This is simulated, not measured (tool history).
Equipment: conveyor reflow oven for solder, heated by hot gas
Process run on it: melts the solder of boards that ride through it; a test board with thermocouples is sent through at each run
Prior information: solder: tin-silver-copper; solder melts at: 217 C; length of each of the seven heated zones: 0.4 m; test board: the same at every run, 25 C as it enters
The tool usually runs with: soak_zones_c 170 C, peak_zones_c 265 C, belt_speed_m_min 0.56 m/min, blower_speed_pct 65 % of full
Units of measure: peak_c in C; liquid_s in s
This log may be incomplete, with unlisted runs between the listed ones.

run	hour	soak_zones_c	peak_zones_c	belt_speed_m_min	blower_speed_pct	peak_c	liquid_s
1	0	170	265	0.56	65	254.3	67.1
2	17.2	170	265	0.56	65	253.9	66.9
3	48.1	170	259	0.56	65	248.2	62.6
4	70	170	259	0.56	65	248.1	62.8
5	103.9	170	259	0.56	65	248.6	62.6
6	124.9	170	258	0.56	65	247.2	61.6
7	159.6	170	258	0.56	65	247	61.3
# hour 176.7: flux residue cleaned out of gas plates and filters
8	197.3	181	265	0.56	65	254.6	71.6
9	213.2	181	265	0.633	65	251.1	60.4
10	233.7	181	265	0.633	65	251.1	60.1
11	256.7	181	265	0.633	65	251.1	60
# hour 267.9: flux residue cleaned out of gas plates and filters, once more
12	287.4	181	265	0.633	65	253.5	62.9
13	307.1	170	278	0.56	65	267.3	76
14	330.4	170	265	0.625	65	252.2	58.7
# hour 350.6: belt drive overhauled, speed set with a stopwatch
15	363.5	170	265	0.56	74	255.9	68.6
16	396.2	170	272	0.497	61	263	82.2
17	422.1	170	270	0.468	65	263	87.9
18	450.4	170	265	0.56	55	252.2	64.7
19	478.3	168	266	0.56	65	254.7	66.7
20	509.3	168	266	0.56	65	254.4	66.4
21	535.9	168	266	0.56	65	254.8	66.2
22	554.3	180	266	0.592	65	255	66.8
23	583.9	166	275	0.576	83	265	70.2
24	612.7	177	275	0.576	86	266.2	74.6
25	640.7	177	275	0.576	86	266.3	74.5
26	661.1	177	275	0.576	86	266.1	74.8
# hour 675.5: thermocouples of zones 6 and 7 changed
27	688.7	161	265	0.637	80	253	55.1
28	712.9	178	278	0.587	80	269.2	74.8
29	732.5	170	277	0.56	75	267.6	75
30	747.3	184	265	0.472	56	258.3	89.7

Alternative continuations, all from the tool just after run 30; predict every row:
A	765.3	184	265	0.472	76	?	?
B	765.3	167	274	0.574	56	?	?
C	765.3	161	265	0.56	65	?	?

run	peak_c	liquid_s
A	260.3	91.7
B	260.2	67.4
C	253.3	63
What these runs would have given with no unlogged condition in the tool:
run	peak_c	liquid_s
A	261.3	92
B	261.6	68.1
C	254.8	64.2
